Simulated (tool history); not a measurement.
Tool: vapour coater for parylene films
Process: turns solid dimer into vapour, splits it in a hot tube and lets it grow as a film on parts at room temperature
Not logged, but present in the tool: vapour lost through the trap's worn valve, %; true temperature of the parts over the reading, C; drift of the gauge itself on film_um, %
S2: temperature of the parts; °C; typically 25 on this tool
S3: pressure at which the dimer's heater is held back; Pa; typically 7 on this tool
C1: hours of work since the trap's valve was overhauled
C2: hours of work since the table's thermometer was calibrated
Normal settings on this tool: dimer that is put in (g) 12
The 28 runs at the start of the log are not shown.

run 29 hour=444.4 | dimer_that_is_put_in_(g)=20 S2=28 S3=9.15 | C1=224 C2=968 | thickness_of_the_film_(um)=6.74
run 30 hour=464.8 | dimer_that_is_put_in_(g)=20 S2=26 S3=2.14 | C1=240 C2=984 | thickness_of_the_film_(um)=7.75
run 31 hour=483.7 | dimer_that_is_put_in_(g)=20 S2=20 S3=9.44 | C1=256 C2=1000 | thickness_of_the_film_(um)=8.79
run 32 hour=503.6 | dimer_that_is_put_in_(g)=20 S2=18 S3=2.9 | C1=272 C2=1016 | thickness_of_the_film_(um)=10.06
-- hour=510.6 trap's valve overhauled
run 33 hour=517.5 | dimer_that_is_put_in_(g)=20 S2=18 S3=2.9 | C1=6 C2=1024 | thickness_of_the_film_(um)=10.8
run 34 hour=527.4 | dimer_that_is_put_in_(g)=20 S2=29 S3=9.29 | C1=14 C2=1032 | thickness_of_the_film_(um)=6.77
run 35 hour=538.9 | dimer_that_is_put_in_(g)=12 S2=29 S3=2.65 | C1=23 C2=1042 | thickness_of_the_film_(um)=4.44
run 36 hour=555 | dimer_that_is_put_in_(g)=5 S2=33 S3=4.57 | C1=36 C2=1055 | thickness_of_the_film_(um)=1.57
run 37 hour=571.5 | dimer_that_is_put_in_(g)=19 S2=28 S3=2.59 | C1=50 C2=1068 | thickness_of_the_film_(um)=7.26
run 38 hour=584.1 | dimer_that_is_put_in_(g)=21 S2=19 S3=2.02 | C1=60 C2=1078 | thickness_of_the_film_(um)=11.03
run 39 hour=598.9 | dimer_that_is_put_in_(g)=12 S2=30 S3=7 | C1=72 C2=1090 | thickness_of_the_film_(um)=3.98
run 40 hour=612.3 | dimer_that_is_put_in_(g)=12 S2=30 S3=7 | C1=83 C2=1101 | thickness_of_the_film_(um)=3.89
run 41 hour=633 | dimer_that_is_put_in_(g)=12 S2=30 S3=7.06 | C1=100 C2=1118 | thickness_of_the_film_(um)=3.94
run 42 hour=646.5 | dimer_that_is_put_in_(g)=12 S2=30 S3=7.06 | C1=111 C2=1129 | thickness_of_the_film_(um)=3.95
run 43 hour=664.7 | dimer_that_is_put_in_(g)=14 S2=28 S3=7.06 | C1=126 C2=1144 | thickness_of_the_film_(um)=4.8
run 44 hour=674.8 | dimer_that_is_put_in_(g)=14 S2=28 S3=7.06 | C1=134 C2=1152 | thickness_of_the_film_(um)=4.83
run 45 hour=693.8 | dimer_that_is_put_in_(g)=14 S2=28 S3=7.06 | C1=149 C2=1168 | thickness_of_the_film_(um)=4.89
run 46 hour=711.1 | dimer_that_is_put_in_(g)=18 S2=35 S3=2.44 | C1=163 C2=1182 | thickness_of_the_film_(um)=5.18
run 47 hour=720.4 | dimer_that_is_put_in_(g)=18 S2=29 S3=3.61 | C1=171 C2=1189 | thickness_of_the_film_(um)=6.22

4 ways to go on from here, each from the tool as it stands after run 47. What would each give?
run A hour=738.8 | dimer_that_is_put_in_(g)=7 S2=29 S3=2.86 | C1=186 C2=1204 | thickness_of_the_film_(um)=?
run B hour=738.8 | dimer_that_is_put_in_(g)=12 S2=25 S3=4.16 | C1=186 C2=1204 | thickness_of_the_film_(um)=?
run C hour=738.8 | dimer_that_is_put_in_(g)=18 S2=29 S3=11.55 | C1=186 C2=1204 | thickness_of_the_film_(um)=?
run D hour=738.8 | dimer_that_is_put_in_(g)=14 S2=31 S3=3.61 | C1=186 C2=1204 | thickness_of_the_film_(um)=?

run=A thickness_of_the_film_(um)=2.43
run=B thickness_of_the_film_(um)=4.65
run=C thickness_of_the_film_(um)=5.84
run=D thickness_of_the_film_(um)=4.44
With the hidden condition removed and each run's random variation left untouched, the same runs would have given:
run=A thickness_of_the_film_(um)=2.63
run=B thickness_of_the_film_(um)=5.05
run=C thickness_of_the_film_(um)=6.35
run=D thickness_of_the_film_(um)=4.82
